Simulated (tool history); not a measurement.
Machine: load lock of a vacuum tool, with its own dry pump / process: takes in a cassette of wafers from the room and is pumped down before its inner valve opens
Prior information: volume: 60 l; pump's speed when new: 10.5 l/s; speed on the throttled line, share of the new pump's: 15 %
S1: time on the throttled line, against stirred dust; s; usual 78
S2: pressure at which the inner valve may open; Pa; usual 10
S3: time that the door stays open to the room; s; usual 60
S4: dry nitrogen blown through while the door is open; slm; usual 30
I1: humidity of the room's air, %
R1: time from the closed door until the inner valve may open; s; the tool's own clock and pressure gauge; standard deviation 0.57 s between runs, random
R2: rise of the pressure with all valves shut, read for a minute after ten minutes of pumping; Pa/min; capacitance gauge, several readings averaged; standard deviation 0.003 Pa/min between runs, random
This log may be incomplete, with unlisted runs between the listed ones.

Run 1, hour 0.0: usual settings; I1 46.8. Result: R1 122.7 s, R2 0.047 Pa/min.
Run 2, hour 536.9: usual settings; I1 47.8. Result: R1 122.6 s, R2 0.039 Pa/min.
Run 3, hour 1070.7: usual settings; I1 46.9. Result: R1 123.1 s, R2 0.041 Pa/min.
Run 4, hour 1432.7: usual settings; I1 44.2. Result: R1 123.8 s, R2 0.052 Pa/min.
Run 5, hour 1900.7: usual settings; I1 47.0. Result: R1 123.3 s, R2 0.050 Pa/min.
Run 6, hour 2373.2: usual settings but S3 37 s; I1 44.9. Result: R1 124.4 s, R2 0.047 Pa/min.
Run 7, hour 2702.8: usual settings but S3 37 s; I1 42.3. Result: R1 124.0 s, R2 0.042 Pa/min.
Run 8, hour 3263.2: usual settings but S3 37 s; I1 46.6. Result: R1 125.1 s, R2 0.049 Pa/min.
Run 9, hour 3541.6: usual settings but S3 37 s; I1 51.0. Result: R1 124.9 s, R2 0.045 Pa/min.
Run 10, hour 3940.4: usual settings but S1 54 s, S3 37 s; I1 43.5. Result: R1 105.3 s, R2 0.047 Pa/min.
Run 11, hour 4421.1: usual settings but S1 131 s; I1 43.7. Result: R1 169.5 s, R2 0.060 Pa/min.
Run 12, hour 4811.9: usual settings but S1 113 s; I1 44.4. Result: R1 154.3 s, R2 0.064 Pa/min.
Run 13, hour 5171.3: usual settings but S1 113 s; I1 42.3. Result: R1 155.2 s, R2 0.062 Pa/min.
Run 14, hour 5711.4: usual settings but S4 44 slm; I1 42.8. Result: R1 126.6 s, R2 0.062 Pa/min.
Run 15, hour 6031.8: usual settings but S4 44 slm; I1 39.8. Result: R1 126.1 s, R2 0.062 Pa/min.
Run 16, hour 6551.0: usual settings but S4 34 slm; I1 46.4. Result: R1 125.7 s, R2 0.065 Pa/min.
Run 17, hour 6980.8: usual settings but S4 34 slm; I1 45.3. Result: R1 126.6 s, R2 0.067 Pa/min.
At hour 7199.4: dry pump taken out, an overhauled one fitted.
Run 18, hour 7548.7: usual settings but S4 34 slm; I1 46.3. Result: R1 119.7 s, R2 0.076 Pa/min.
Run 19, hour 8037.4: usual settings but S1 60 s, S3 34 s; I1 42.1. Result: R1 104.9 s, R2 0.067 Pa/min.
Run 20, hour 8314.9: usual settings but S1 61 s, S2 14 Pa; I1 43.5. Result: R1 103.0 s, R2 0.070 Pa/min.
Run 21, hour 8662.5: usual settings but S1 61 s, S2 14 Pa; I1 41.8. Result: R1 103.4 s, R2 0.080 Pa/min.
Run 22, hour 8927.3: usual settings but S1 61 s, S2 14 Pa; I1 46.1. Result: R1 104.3 s, R2 0.080 Pa/min.
Run 23, hour 9383.3: usual settings but S1 61 s, S2 14 Pa; I1 49.0. Result: R1 103.9 s, R2 0.083 Pa/min.

Run 24, settings as shown, results not yet in. Your forecast:
Run 24, hour 9798.8: usual settings but S1 96 s, S2 9 Pa, S3 139 s, S4 5 slm; I1 39.3. Result: R1 ?, R2 ?.

R1: 138.5 s
R2: 0.111 Pa/min
The same run, on a tool lacking any hidden state, would have yielded R1 136.8 s, R2 0.042 Pa/min.
